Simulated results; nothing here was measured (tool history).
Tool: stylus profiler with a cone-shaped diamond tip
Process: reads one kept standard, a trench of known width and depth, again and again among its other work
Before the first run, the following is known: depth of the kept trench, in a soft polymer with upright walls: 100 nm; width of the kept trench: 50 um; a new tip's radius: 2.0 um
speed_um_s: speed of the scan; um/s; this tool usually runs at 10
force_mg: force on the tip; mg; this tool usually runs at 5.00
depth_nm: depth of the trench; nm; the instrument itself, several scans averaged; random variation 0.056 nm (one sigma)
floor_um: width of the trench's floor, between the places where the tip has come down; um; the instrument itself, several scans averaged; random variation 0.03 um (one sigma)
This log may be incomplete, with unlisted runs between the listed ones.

Run 1, day 0.000: usual settings. Result: depth_nm 101.41 nm, floor_um 48.73 um.
Run 2, day 0.383: usual settings. Result: depth_nm 101.40 nm, floor_um 48.74 um.
Run 3, day 0.750: usual settings. Result: depth_nm 101.36 nm, floor_um 48.75 um.
Run 4, day 1.004: usual settings. Result: depth_nm 101.41 nm, floor_um 48.71 um.
Run 5, day 1.475: usual settings. Result: depth_nm 101.42 nm, floor_um 48.75 um.
Run 6, day 1.792: usual settings. Result: depth_nm 101.42 nm, floor_um 48.71 um.
Run 7, day 2.242: usual settings. Result: depth_nm 101.43 nm, floor_um 48.67 um.
Run 8, day 2.758: usual settings. Result: depth_nm 101.41 nm, floor_um 48.76 um.
Run 9, day 3.208: usual settings. Result: depth_nm 101.46 nm, floor_um 48.76 um.
Run 10, day 3.608: usual settings. Result: depth_nm 101.49 nm, floor_um 48.74 um.
Run 11, day 4.083: usual settings. Result: depth_nm 101.46 nm, floor_um 48.72 um.
Run 12, day 4.600: usual settings. Result: depth_nm 101.40 nm, floor_um 48.74 um.
Run 13, day 4.946: usual settings but force_mg 7.96 mg. Result: depth_nm 101.90 nm, floor_um 48.77 um.
Run 14, day 5.388: usual settings. Result: depth_nm 101.47 nm, floor_um 48.73 um.
Run 15, day 5.996: usual settings. Result: depth_nm 101.50 nm, floor_um 48.71 um.
Run 16, day 6.358: usual settings but force_mg 13.18 mg. Result: depth_nm 102.72 nm, floor_um 48.77 um.
Run 17, day 6.708: usual settings but force_mg 13.18 mg. Result: depth_nm 102.67 nm, floor_um 48.77 um.
Run 18, day 7.125: usual settings but force_mg 13.18 mg. Result: depth_nm 102.65 nm, floor_um 48.73 um.
Run 19, day 7.671: usual settings but force_mg 13.18 mg. Result: depth_nm 102.70 nm, floor_um 48.73 um.
Run 20, day 8.204: usual settings but speed_um_s 8 um/s. Result: depth_nm 101.49 nm, floor_um 48.68 um.
Run 21, day 8.579: usual settings but speed_um_s 5 um/s. Result: depth_nm 101.58 nm, floor_um 48.75 um.
Run 22, day 9.038: usual settings but force_mg 2.23 mg. Result: depth_nm 100.88 nm, floor_um 48.77 um.
Run 23, day 9.617: usual settings but speed_um_s 5 um/s, force_mg 4.31 mg. Result: depth_nm 101.28 nm, floor_um 48.74 um.
Run 24, day 10.038: usual settings but speed_um_s 5 um/s, force_mg 4.31 mg. Result: depth_nm 101.23 nm, floor_um 48.75 um.
Run 25, day 10.575: usual settings but speed_um_s 2 um/s, force_mg 4.04 mg. Result: depth_nm 101.25 nm, floor_um 48.74 um.
Run 26, day 11.025: usual settings but speed_um_s 3 um/s, force_mg 2.76 mg. Result: depth_nm 100.98 nm, floor_um 48.69 um.
Run 27, day 11.629: usual settings but speed_um_s 40 um/s, force_mg 10.13 mg. Result: depth_nm 102.33 nm, floor_um 48.68 um.

Run 28 has not been measured yet. What should we expect?
Run 28, day 12.088: usual settings but speed_um_s 3 um/s, force_mg 3.99 mg. Result: depth_nm ?, floor_um ?.

Run 28 came out at depth_nm 101.27 nm, floor_um 48.75 um.
On a tool with no hidden condition, and with the same random variation, this run would have come out at depth_nm 101.18 nm, floor_um 48.76 um.
